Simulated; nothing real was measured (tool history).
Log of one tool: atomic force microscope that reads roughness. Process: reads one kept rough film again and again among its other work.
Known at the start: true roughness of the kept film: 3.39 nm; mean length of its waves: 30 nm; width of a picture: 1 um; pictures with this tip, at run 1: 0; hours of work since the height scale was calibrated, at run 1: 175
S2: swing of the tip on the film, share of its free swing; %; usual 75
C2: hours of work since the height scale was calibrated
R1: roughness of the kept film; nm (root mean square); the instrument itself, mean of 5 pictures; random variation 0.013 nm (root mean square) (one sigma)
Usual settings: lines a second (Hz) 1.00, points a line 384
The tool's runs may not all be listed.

{"run": 1, "day": 0.0, "lines a second (Hz)": 1.0, "S2": 75, "points a line": 384, "pictures with this tip": 0, "C2": 175, "R1": 2.988}
{"run": 2, "day": 0.296, "lines a second (Hz)": 1.0, "S2": 75, "points a line": 384, "pictures with this tip": 5, "C2": 178, "R1": 2.99}
{"run": 3, "day": 0.829, "lines a second (Hz)": 1.0, "S2": 75, "points a line": 384, "pictures with this tip": 15, "C2": 184, "R1": 2.982}
{"run": 4, "day": 1.292, "lines a second (Hz)": 1.0, "S2": 75, "points a line": 666, "pictures with this tip": 22, "C2": 190, "R1": 2.968}
{"run": 5, "day": 1.8, "lines a second (Hz)": 1.0, "S2": 75, "points a line": 666, "pictures with this tip": 31, "C2": 195, "R1": 2.95}
{"run": 6, "day": 2.321, "lines a second (Hz)": 1.0, "S2": 75, "points a line": 666, "pictures with this tip": 40, "C2": 201, "R1": 2.932}
{"run": 7, "day": 2.833, "lines a second (Hz)": 1.0, "S2": 75, "points a line": 666, "pictures with this tip": 49, "C2": 207, "R1": 2.919}
{"run": 8, "day": 3.212, "lines a second (Hz)": 1.0, "S2": 75, "points a line": 666, "pictures with this tip": 55, "C2": 211, "R1": 2.91}
{"run": 9, "day": 3.75, "lines a second (Hz)": 1.0, "S2": 75, "points a line": 667, "pictures with this tip": 64, "C2": 217, "R1": 2.879}
{"run": 10, "day": 4.104, "lines a second (Hz)": 1.0, "S2": 75, "points a line": 667, "pictures with this tip": 70, "C2": 221, "R1": 2.88}
{"run": 11, "day": 4.617, "lines a second (Hz)": 1.0, "S2": 75, "points a line": 667, "pictures with this tip": 79, "C2": 226, "R1": 2.845}
{"run": 12, "day": 4.929, "lines a second (Hz)": 3.89, "S2": 75, "points a line": 384, "pictures with this tip": 84, "C2": 230, "R1": 2.54}
{"run": 13, "day": 5.496, "lines a second (Hz)": 3.89, "S2": 75, "points a line": 384, "pictures with this tip": 94, "C2": 236, "R1": 2.527}
{"run": 14, "day": 6.071, "lines a second (Hz)": 3.89, "S2": 75, "points a line": 384, "pictures with this tip": 104, "C2": 243, "R1": 2.507}
{"run": 15, "day": 6.462, "lines a second (Hz)": 1.0, "S2": 75, "points a line": 675, "pictures with this tip": 110, "C2": 247, "R1": 2.795}
{"run": 16, "day": 6.838, "lines a second (Hz)": 1.0, "S2": 75, "points a line": 675, "pictures with this tip": 117, "C2": 251, "R1": 2.774}
{"run": 17, "day": 7.171, "lines a second (Hz)": 1.0, "S2": 75, "points a line": 675, "pictures with this tip": 122, "C2": 255, "R1": 2.777}
{"run": 18, "day": 7.579, "lines a second (Hz)": 1.0, "S2": 75, "points a line": 675, "pictures with this tip": 129, "C2": 259, "R1": 2.751}
{"run": 19, "day": 7.958, "lines a second (Hz)": 1.0, "S2": 75, "points a line": 675, "pictures with this tip": 136, "C2": 263, "R1": 2.748}
{"run": 20, "day": 8.433, "lines a second (Hz)": 1.0, "S2": 75, "points a line": 675, "pictures with this tip": 144, "C2": 269, "R1": 2.733}
{"run": 21, "day": 8.908, "lines a second (Hz)": 1.0, "S2": 75, "points a line": 675, "pictures with this tip": 152, "C2": 274, "R1": 2.718}
{"run": 22, "day": 9.208, "lines a second (Hz)": 1.0, "S2": 75, "points a line": 675, "pictures with this tip": 157, "C2": 277, "R1": 2.714}
{"run": 23, "day": 9.488, "lines a second (Hz)": 0.54, "S2": 75, "points a line": 289, "pictures with this tip": 162, "C2": 280, "R1": 2.718}
{"run": 24, "day": 9.9, "lines a second (Hz)": 0.58, "S2": 81, "points a line": 289, "pictures with this tip": 169, "C2": 285, "R1": 2.659}
{"run": 25, "day": 10.4, "lines a second (Hz)": 0.7, "S2": 81, "points a line": 807, "pictures with this tip": 177, "C2": 291, "R1": 2.685}
{"run": 26, "day": 10.696, "lines a second (Hz)": 0.63, "S2": 71, "points a line": 298, "pictures with this tip": 182, "C2": 294, "R1": 2.657}
{"run": 27, "day": 11.067, "lines a second (Hz)": 0.73, "S2": 81, "points a line": 517, "pictures with this tip": 189, "C2": 298, "R1": 2.644}
{"run": 28, "day": 11.388, "lines a second (Hz)": 2.77, "S2": 65, "points a line": 427, "pictures with this tip": 194, "C2": 302, "R1": 2.562}
{"run": 29, "day": 11.9, "lines a second (Hz)": 2.57, "S2": 70, "points a line": 949, "pictures with this tip": 203, "C2": 307, "R1": 2.535}
{"run": 30, "day": 12.329, "lines a second (Hz)": 2.18, "S2": 57, "points a line": 506, "pictures with this tip": 210, "C2": 312, "R1": 2.644}
{"run": 31, "day": 12.733, "lines a second (Hz)": 1.68, "S2": 57, "points a line": 506, "pictures with this tip": 217, "C2": 316, "R1": 2.635}
{"run": 32, "day": 13.138, "lines a second (Hz)": 0.53, "S2": 64, "points a line": 474, "pictures with this tip": 224, "C2": 321, "R1": 2.655}
{"run": 33, "day": 13.571, "lines a second (Hz)": 1.84, "S2": 83, "points a line": 679, "pictures with this tip": 231, "C2": 326, "R1": 2.408}
{"run": 34, "day": 13.9, "lines a second (Hz)": 1.84, "S2": 83, "points a line": 679, "pictures with this tip": 237, "C2": 329, "R1": 2.414}
{"run": 35, "day": 14.146, "lines a second (Hz)": 0.78, "S2": 80, "points a line": 384, "pictures with this tip": 241, "C2": 332, "R1": 2.544}
{"run": 36, "day": 14.633, "lines a second (Hz)": 0.55, "S2": 70, "points a line": 261, "pictures with this tip": 249, "C2": 338, "R1": 2.582}
{"run": 37, "day": 14.988, "lines a second (Hz)": 0.55, "S2": 70, "points a line": 261, "pictures with this tip": 255, "C2": 341, "R1": 2.577}

Some steps in R1 between neighbouring runs. How much of each would the tool show without its hidden state too (settings, what came in, random variation), and how much is left for the hidden state, with any gauge scatter that isn't in both results?
The hidden state here: radius of the tip, nm; height scale over the true one, %; drift of the gauge itself on roughness_nm, %.
Run 11 -> 12: lines a second (Hz) 1.00 -> 3.89, points a line 667 -> 384. R1 -0.305 nm (root mean square): hidden state +0.008, all else -0.313.
Run 14 -> 15: lines a second (Hz) 3.89 -> 1.00, points a line 384 -> 675. R1 +0.288 nm (root mean square): hidden state -0.034, all else +0.322.
Run 32 -> 33: lines a second (Hz) 0.53 -> 1.84, S2 64 -> 83, points a line 474 -> 679. R1 -0.247 nm (root mean square): hidden state +0.030, all else -0.277.
Run 34 -> 35: lines a second (Hz) 1.84 -> 0.78, S2 83 -> 80, points a line 679 -> 384. R1 +0.130 nm (root mean square): hidden state -0.032, all else +0.162.
